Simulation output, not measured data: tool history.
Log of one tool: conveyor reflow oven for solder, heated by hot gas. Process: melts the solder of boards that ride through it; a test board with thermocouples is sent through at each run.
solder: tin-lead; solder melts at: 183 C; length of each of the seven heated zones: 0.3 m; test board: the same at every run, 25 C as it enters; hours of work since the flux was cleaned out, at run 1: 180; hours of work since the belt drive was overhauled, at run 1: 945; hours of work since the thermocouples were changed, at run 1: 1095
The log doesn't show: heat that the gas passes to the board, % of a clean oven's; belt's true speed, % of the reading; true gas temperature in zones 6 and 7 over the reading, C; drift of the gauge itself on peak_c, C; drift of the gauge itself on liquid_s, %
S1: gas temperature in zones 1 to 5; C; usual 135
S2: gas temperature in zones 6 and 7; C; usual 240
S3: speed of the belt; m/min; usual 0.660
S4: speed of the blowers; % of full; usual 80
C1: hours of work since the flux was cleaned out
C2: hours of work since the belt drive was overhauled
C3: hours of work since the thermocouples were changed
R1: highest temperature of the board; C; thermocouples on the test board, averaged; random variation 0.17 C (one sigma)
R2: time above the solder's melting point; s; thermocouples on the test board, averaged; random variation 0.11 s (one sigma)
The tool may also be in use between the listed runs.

run    hour   S1   S2     S3  S4   C1    C2    C3     R1    R2
  1     0.0  135  240  0.660  80  180   945  1095  222.9  44.2
       29.1  -- thermocouples of zones 6 and 7 changed
  2    83.0  135  240  0.660  80  234   998    36  223.6  44.8
  3   145.2  135  240  0.660  78  275  1040    77  222.9  44.4
  4   196.9  135  240  0.660  78  309  1074   111  222.7  44.4
  5   274.3  135  240  0.660  78  361  1125   163  222.9  44.4
  6   316.2  135  240  0.660  78  388  1153   191  222.7  44.4
  7   368.8  135  240  0.660  80  423  1188   226  222.9  44.6
  8   410.3  135  240  0.660  80  451  1216   253  222.6  44.6
      433.3  -- flux residue cleaned out of gas plates and filters
      456.7  -- belt drive overhauled, speed set with a stopwatch
  9   459.2  135  240  0.660  81   15     2   280  225.0  46.1
 10   533.8  135  240  0.660  81   64    51   329  224.2  46.1
 11   585.6  135  240  0.660  81   98    86   363  224.1  46.0
 12   649.9  135  240  0.660  81  141   128   406  224.2  46.3
 13   708.2  135  240  0.660  80  180   167   445  223.6  45.9
 14   771.2  135  240  0.660  80  222   209   487  223.9  45.9
 15   823.0  135  240  0.660  80  256   243   521  223.4  46.0
      839.3  -- belt drive overhauled, speed set with a stopwatch, once more
 16   910.5  135  240  0.660  73  311    47   577  220.1  41.2
 17   958.0  128  238  0.660  73  343    79   608  216.7  38.2
 18   999.7  134  238  0.553  75  371   106   636  223.5  52.3
 19  1084.1  135  240  0.783  73  427   162   692  212.7  30.9
     1147.3  -- flux residue cleaned out of gas plates and filters
 20  1163.9  141  240  0.786  50   11   212   741  208.4  28.2
 21  1213.9  141  243  0.725  80   44   245   775  222.7  40.6
 22  1296.0  141  243  0.725  80   99   300   829  222.8  40.6
 23  1355.6  128  244  0.718  53  138   339   869  212.7  31.9
 24  1420.6  135  240  0.705  80  181   383   912  219.6  39.0
 25  1475.1  135  240  0.705  80  218   419   948  219.0  38.9
 26  1556.1  135  252  0.539  80  271   473  1002  238.0  60.8
 27  1619.3  135  240  0.660  75  313   515  1044  220.0  42.1
 28  1699.3  135  240  0.660  75  366   568  1097  219.7  41.7
     1725.1  -- thermocouples of zones 6 and 7 changed
 29  1777.6  135  240  0.660  75  417   618    35  221.9  43.2

Hidden state at the last listed run before each entry between runs and at the first one after, where it differs:
Between runs 1 and 2: thermocouples of zones 6 and 7 changed (hour 29.1)
  heat that the gas passes to the board, % of a clean oven's: 98 -> 97.3; belt's true speed, % of the reading: 97.31 -> 97.13; true gas temperature in zones 6 and 7 over the reading, C: -1.66 -> -0.46
  measured less the result without the state, R1: -1.2 -> -0.3 C; R2: +0.7 -> +1.2 s
Between runs 8 and 9: flux residue cleaned out of gas plates and filters (hour 433.3); belt drive overhauled, speed set with a stopwatch (hour 456.7)
  heat that the gas passes to the board, % of a clean oven's: 94.6 -> 99.5; belt's true speed, % of the reading: 96.5 -> 95.2; true gas temperature in zones 6 and 7 over the reading, C: -0.93 -> -0.99
  measured less the result without the state, R1: -1.2 -> +0.5 C; R2: +0.9 -> +2.6 s
Between runs 15 and 16: belt drive overhauled, speed set with a stopwatch, once more (hour 839.3)
  heat that the gas passes to the board, % of a clean oven's: 96.4 -> 95.7; belt's true speed, % of the reading: 94.49 -> 99.84; true gas temperature in zones 6 and 7 over the reading, C: -1.52 -> -1.63
  measured less the result without the state, R1: -0.6 -> -2.6 C; R2: +2.4 -> -1.3 s
Between runs 19 and 20: flux residue cleaned out of gas plates and filters (hour 1147.3)
  heat that the gas passes to the board, % of a clean oven's: 94.4 -> 99.8; belt's true speed, % of the reading: 99.52 -> 99.38; true gas temperature in zones 6 and 7 over the reading, C: -1.88 -> -1.98
  measured less the result without the state, R1: -3.3 -> -1.2 C; R2: -1.7 -> -0.6 s
Between runs 28 and 29: thermocouples of zones 6 and 7 changed (hour 1725.1)
  heat that the gas passes to the board, % of a clean oven's: 95.4 -> 94.8; belt's true speed, % of the reading: 98.33 -> 98.19; true gas temperature in zones 6 and 7 over the reading, C: -2.75 -> -0.43
  measured less the result without the state, R1: -3.2 -> -1.4 C; R2: -0.9 -> +0.0 s
